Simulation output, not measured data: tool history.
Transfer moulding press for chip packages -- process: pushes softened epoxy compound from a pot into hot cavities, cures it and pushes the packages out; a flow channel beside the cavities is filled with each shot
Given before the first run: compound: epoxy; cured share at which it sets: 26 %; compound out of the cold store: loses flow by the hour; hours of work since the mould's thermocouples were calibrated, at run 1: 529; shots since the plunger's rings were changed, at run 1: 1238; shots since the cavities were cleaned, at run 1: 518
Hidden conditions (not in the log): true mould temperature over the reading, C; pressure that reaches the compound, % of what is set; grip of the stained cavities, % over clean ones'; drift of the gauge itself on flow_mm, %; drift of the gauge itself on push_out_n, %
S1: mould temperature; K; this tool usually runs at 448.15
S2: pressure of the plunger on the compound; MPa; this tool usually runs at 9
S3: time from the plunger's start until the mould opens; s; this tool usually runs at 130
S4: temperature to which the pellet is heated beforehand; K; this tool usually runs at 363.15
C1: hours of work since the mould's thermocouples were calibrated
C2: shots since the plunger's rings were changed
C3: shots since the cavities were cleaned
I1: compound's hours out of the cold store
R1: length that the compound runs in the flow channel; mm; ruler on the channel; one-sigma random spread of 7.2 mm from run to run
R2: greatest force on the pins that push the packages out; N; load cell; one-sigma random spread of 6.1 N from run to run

{"run": 1, "hour": 0.0, "S1": 448.15, "S2": 9, "S3": 130, "S4": 363.15, "C1": 529, "C2": 1238, "C3": 518, "I1": 24.1, "R1": 858, "R2": 341}
{"hour": 28.0, "done": "cavities cleaned with cleaning compound and waxed"}
{"run": 2, "hour": 30.3, "S1": 448.15, "S2": 9, "S3": 130, "S4": 363.15, "C1": 547, "C2": 1486, "C3": 19, "I1": 43.6, "R1": 773, "R2": 248}
{"run": 3, "hour": 51.0, "S1": 448.15, "S2": 7.69, "S3": 130, "S4": 363.15, "C1": 561, "C2": 1665, "C3": 198, "I1": 44.8, "R1": 693, "R2": 285}
{"run": 4, "hour": 75.7, "S1": 448.15, "S2": 9, "S3": 151, "S4": 363.15, "C1": 576, "C2": 1878, "C3": 411, "I1": 9.6, "R1": 918, "R2": 304}
{"run": 5, "hour": 104.6, "S1": 448.15, "S2": 9, "S3": 151, "S4": 363.15, "C1": 595, "C2": 2127, "C3": 660, "I1": 22, "R1": 850, "R2": 347}
{"hour": 114.5, "done": "cavities cleaned with cleaning compound and waxed"}
{"hour": 120.7, "done": "mould's thermocouples calibrated"}
{"run": 6, "hour": 136.2, "S1": 448.15, "S2": 9, "S3": 151, "S4": 363.15, "C1": 10, "C2": 2369, "C3": 170, "I1": 10.8, "R1": 916, "R2": 261}
{"run": 7, "hour": 160.0, "S1": 448.15, "S2": 9, "S3": 151, "S4": 363.15, "C1": 25, "C2": 2574, "C3": 375, "I1": 27.7, "R1": 816, "R2": 309}
{"run": 8, "hour": 192.5, "S1": 448.15, "S2": 9, "S3": 151, "S4": 363.15, "C1": 46, "C2": 2855, "C3": 656, "I1": 11.2, "R1": 902, "R2": 361}
{"hour": 203.5, "done": "cavities cleaned with cleaning compound and waxed"}
{"run": 9, "hour": 230.2, "S1": 448.15, "S2": 9, "S3": 130, "S4": 361.15, "C1": 69, "C2": 3166, "C3": 230, "I1": 12.6, "R1": 895, "R2": 292}
{"run": 10, "hour": 251.6, "S1": 448.15, "S2": 9, "S3": 130, "S4": 361.15, "C1": 82, "C2": 3351, "C3": 415, "I1": 28.7, "R1": 805, "R2": 336}
{"run": 11, "hour": 278.8, "S1": 448.15, "S2": 9, "S3": 130, "S4": 361.15, "C1": 100, "C2": 3585, "C3": 649, "I1": 9.2, "R1": 906, "R2": 357}
{"hour": 289.1, "done": "cavities cleaned with cleaning compound and waxed"}
{"run": 12, "hour": 316.9, "S1": 448.15, "S2": 9, "S3": 130, "S4": 367.15, "C1": 123, "C2": 3900, "C3": 239, "I1": 28.6, "R1": 792, "R2": 294}
{"run": 13, "hour": 362.7, "S1": 448.15, "S2": 10.29, "S3": 130, "S4": 363.15, "C1": 152, "C2": 4295, "C3": 634, "I1": 40.4, "R1": 801, "R2": 349}
{"hour": 374.8, "done": "cavities cleaned with cleaning compound and waxed"}
{"run": 14, "hour": 397.7, "S1": 448.15, "S2": 10.29, "S3": 130, "S4": 363.15, "C1": 173, "C2": 4584, "C3": 198, "I1": 32.9, "R1": 825, "R2": 289}
{"run": 15, "hour": 427.4, "S1": 449.15, "S2": 9, "S3": 126, "S4": 363.15, "C1": 192, "C2": 4840, "C3": 454, "I1": 22.9, "R1": 804, "R2": 327}
{"hour": 460.1, "done": "cavities cleaned with cleaning compound and waxed"}
{"run": 16, "hour": 468.2, "S1": 453.15, "S2": 10.08, "S3": 166, "S4": 367.15, "C1": 217, "C2": 5179, "C3": 70, "I1": 30.3, "R1": 794, "R2": 237}
{"run": 17, "hour": 489.0, "S1": 453.15, "S2": 10.08, "S3": 166, "S4": 353.15, "C1": 230, "C2": 5358, "C3": 249, "I1": 33.2, "R1": 774, "R2": 264}
{"run": 18, "hour": 534.4, "S1": 456.15, "S2": 9.46, "S3": 124, "S4": 359.15, "C1": 259, "C2": 5750, "C3": 641, "I1": 37.5, "R1": 730, "R2": 345}
{"hour": 545.5, "done": "cavities cleaned with cleaning compound and waxed"}
{"run": 19, "hour": 557.6, "S1": 443.15, "S2": 9.32, "S3": 117, "S4": 359.15, "C1": 273, "C2": 5936, "C3": 103, "I1": 37.9, "R1": 749, "R2": 357}
{"run": 20, "hour": 597.1, "S1": 448.15, "S2": 9, "S3": 130, "S4": 362.15, "C1": 298, "C2": 6277, "C3": 444, "I1": 11.6, "R1": 839, "R2": 323}
{"run": 21, "hour": 625.9, "S1": 443.15, "S2": 7.1, "S3": 120, "S4": 354.15, "C1": 317, "C2": 6525, "C3": 692, "I1": 42.5, "R1": 639, "R2": 474}
{"hour": 631.5, "done": "cavities cleaned with cleaning compound and waxed"}
{"run": 22, "hour": 648.2, "S1": 443.15, "S2": 7.1, "S3": 132, "S4": 360.15, "C1": 330, "C2": 6704, "C3": 143, "I1": 15.1, "R1": 740, "R2": 312}
{"hour": 686.3, "done": "plunger's sealing rings changed"}
{"run": 23, "hour": 694.9, "S1": 443.15, "S2": 7.1, "S3": 132, "S4": 360.15, "C1": 358, "C2": 74, "C3": 524, "I1": 8.2, "R1": 863, "R2": 409}
{"run": 24, "hour": 716.6, "S1": 443.15, "S2": 7.1, "S3": 132, "S4": 360.15, "C1": 372, "C2": 261, "C3": 711, "I1": 12.9, "R1": 841, "R2": 428}
{"hour": 721.7, "done": "cavities cleaned with cleaning compound and waxed"}
{"run": 25, "hour": 744.3, "S1": 443.15, "S2": 7.1, "S3": 132, "S4": 360.15, "C1": 388, "C2": 487, "C3": 195, "I1": 44.9, "R1": 709, "R2": 318}
{"run": 26, "hour": 774.8, "S1": 443.15, "S2": 7.1, "S3": 132, "S4": 360.15, "C1": 408, "C2": 750, "C3": 458, "I1": 18.5, "R1": 805, "R2": 388}
{"run": 27, "hour": 793.9, "S1": 443.15, "S2": 7.1, "S3": 132, "S4": 360.15, "C1": 420, "C2": 915, "C3": 623, "I1": 32.1, "R1": 756, "R2": 403}
{"hour": 807.9, "done": "cavities cleaned with cleaning compound and waxed"}
{"run": 28, "hour": 836.4, "S1": 443.15, "S2": 7.1, "S3": 132, "S4": 360.15, "C1": 446, "C2": 1268, "C3": 245, "I1": 47.8, "R1": 684, "R2": 330}

For some of the steps in R1 from one run to the next: how much would appear even if the tool had no hidden state, given the settings, what came in and random variation, and how much remains for the hidden state plus any gauge scatter that the measured result and the result without hidden state don't share?
Run 3 -> 4: S2 7.69 -> 9, S3 130 -> 151. R1 +225 mm: hidden state -10, all else +235.
Run 20 -> 21: S1 448.15 -> 443.15, S2 9 -> 7.1, S3 130 -> 120, S4 362.15 -> 354.15. R1 -200 mm: hidden state +21, all else -221.
Run 22 -> 23: plunger's sealing rings changed. R1 +123 mm: hidden state +97, all else +26.
